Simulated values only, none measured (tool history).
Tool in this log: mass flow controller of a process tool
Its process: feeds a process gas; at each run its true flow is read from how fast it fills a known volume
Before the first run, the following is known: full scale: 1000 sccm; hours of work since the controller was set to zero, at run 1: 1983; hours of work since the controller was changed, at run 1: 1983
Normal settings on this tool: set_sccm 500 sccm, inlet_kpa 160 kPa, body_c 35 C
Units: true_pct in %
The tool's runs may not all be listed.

| run | hour | set_sccm | inlet_kpa | body_c | hours of work since the controller was set to zero | hours of work since the controller was changed | true_pct |
|---|---|---|---|---|---|---|---|
| 1 | 0.0 | 500 | 160 | 35 | 1983 | 1983 | 100.16 |
| 2 | 211.7 | 500 | 160 | 35 | 2095 | 2095 | 100.25 |
| 3 | 369.4 | 500 | 160 | 35 | 2178 | 2178 | 100.04 |
| 4 | 581.7 | 500 | 160 | 35 | 2290 | 2290 | 100.11 |
| 5 | 688.0 | 195 | 160 | 35 | 2346 | 2346 | 98.19 |
| 6 | 906.5 | 195 | 160 | 35 | 2461 | 2461 | 98.08 |
| 7 | 1004.8 | 195 | 160 | 35 | 2513 | 2513 | 98.17 |
| 8 | 1119.6 | 195 | 160 | 35 | 2573 | 2573 | 97.91 |
| 9 | 1269.4 | 195 | 160 | 35 | 2652 | 2652 | 98.02 |
| 10 | 1396.2 | 195 | 160 | 35 | 2719 | 2719 | 97.91 |
| 11 | 1584.9 | 195 | 160 | 35 | 2818 | 2818 | 97.80 |
| 12 | 1766.9 | 195 | 160 | 35 | 2914 | 2914 | 97.75 |
| 13 | 1863.0 | 542 | 160 | 35 | 2965 | 2965 | 100.24 |
| 14 | 2031.1 | 542 | 160 | 35 | 3054 | 3054 | 100.12 |
| 15 | 2223.7 | 542 | 160 | 35 | 3155 | 3155 | 100.14 |
| 16 | 2409.8 | 500 | 160 | 32 | 3253 | 3253 | 99.74 |
| 17 | 2557.4 | 500 | 160 | 32 | 3331 | 3331 | 99.71 |
| 18 | 2737.0 | 737 | 160 | 35 | 3425 | 3425 | 100.76 |
| 19 | 2830.8 | 391 | 160 | 35 | 3475 | 3475 | 99.48 |
| 20 | 3010.9 | 500 | 160 | 35 | 3570 | 3570 | 99.91 |
| 21 | 3188.5 | 572 | 160 | 35 | 3663 | 3663 | 100.05 |
| 22 | 3347.3 | 500 | 160 | 35 | 3747 | 3747 | 99.85 |
| 23 | 3554.7 | 137 | 160 | 35 | 3856 | 3856 | 95.29 |
| 24 | 3712.9 | 137 | 160 | 35 | 3940 | 3940 | 95.07 |
| 25 | 3928.3 | 102 | 180 | 21 | 4053 | 4053 | 91.85 |
| 26 | 4055.4 | 120 | 217 | 33 | 4120 | 4120 | 93.68 |
| 27 | 4179.1 | 235 | 231 | 22 | 4185 | 4185 | 96.61 |
| 28 | 4398.0 | 354 | 231 | 22 | 4300 | 4300 | 97.90 |
| 29 | 4591.8 | 354 | 231 | 22 | 4403 | 4403 | 97.75 |
| 30 | 4711.7 | 356 | 204 | 35 | 4466 | 4466 | 98.75 |
| 31 | 4812.2 | 339 | 150 | 35 | 4519 | 4519 | 98.74 |
| 32 | 5008.0 | 279 | 160 | 32 | 4622 | 4622 | 97.74 |
| 33 | 5114.1 | 121 | 147 | 36 | 4678 | 4678 | 93.36 |
| 34 | 5319.1 | 121 | 147 | 36 | 4786 | 4786 | 93.18 |
| 35 | 5439.0 | 746 | 147 | 24 | 4849 | 4849 | 99.90 |
| 36 | 5560.6 | 746 | 147 | 24 | 4913 | 4913 | 99.97 |
|  | 5670.8 | controller's zero set anew |
| 37 | 5771.1 | 696 | 157 | 29 | 53 | 5024 | 101.51 |
| 38 | 5905.7 | 472 | 173 | 28 | 124 | 5094 | 101.08 |
| 39 | 6074.5 | 231 | 175 | 35 | 213 | 5183 | 101.09 |
| 40 | 6173.2 | 231 | 175 | 35 | 265 | 5235 | 101.12 |
| 41 | 6325.7 | 231 | 175 | 35 | 345 | 5316 | 101.20 |
| 42 | 6429.3 | 915 | 232 | 31 | 400 | 5370 | 101.62 |
| 43 | 6642.8 | 297 | 160 | 20 | 512 | 5483 | 100.29 |
| 44 | 6804.5 | 602 | 160 | 20 | 597 | 5568 | 100.89 |
| 45 | 6975.7 | 354 | 190 | 35 | 687 | 5658 | 101.24 |
| 46 | 7080.6 | 214 | 190 | 34 | 743 | 5713 | 100.78 |
| 47 | 7236.4 | 214 | 190 | 34 | 825 | 5795 | 100.74 |
| 48 | 7377.1 | 214 | 190 | 34 | 899 | 5870 | 100.68 |

Below, each run's measurement less what the same run would have read without the hidden state. Both values contain the same run-to-run variation, but the gauge's scatter may not be the same in both:
What the log doesn't record here: flow at rest that the sensor doesn't see, % of full scale; true flow over the shown one, %; drift of the gauge itself on true_pct, %.
| run | true_pct |
|---|---|
| 1 | -0.19 |
| 2 | -0.20 |
| 3 | -0.21 |
| 4 | -0.23 |
| 5 | -1.84 |
| 6 | -1.94 |
| 7 | -1.99 |
| 8 | -2.03 |
| 9 | -2.10 |
| 10 | -2.13 |
| 11 | -2.21 |
| 12 | -2.28 |
| 13 | -0.23 |
| 14 | -0.24 |
| 15 | -0.25 |
| 16 | -0.37 |
| 17 | -0.39 |
| 18 | +0.08 |
| 19 | -0.81 |
| 20 | -0.41 |
| 21 | -0.23 |
| 22 | -0.44 |
| 23 | -4.77 |
| 24 | -4.86 |
| 25 | -7.13 |
| 26 | -5.98 |
| 27 | -2.49 |
| 28 | -1.26 |
| 29 | -1.30 |
| 30 | -1.30 |
| 31 | -1.46 |
| 32 | -2.10 |
| 33 | -6.70 |
| 34 | -6.85 |
| 35 | +0.06 |
| 36 | +0.06 |
| 37 | +1.40 |
| 38 | +1.36 |
| 39 | +1.19 |
| 40 | +1.15 |
| 41 | +1.11 |
| 42 | +1.42 |
| 43 | +1.13 |
| 44 | +1.35 |
| 45 | +1.15 |
| 46 | +0.80 |
| 47 | +0.75 |
| 48 | +0.71 |
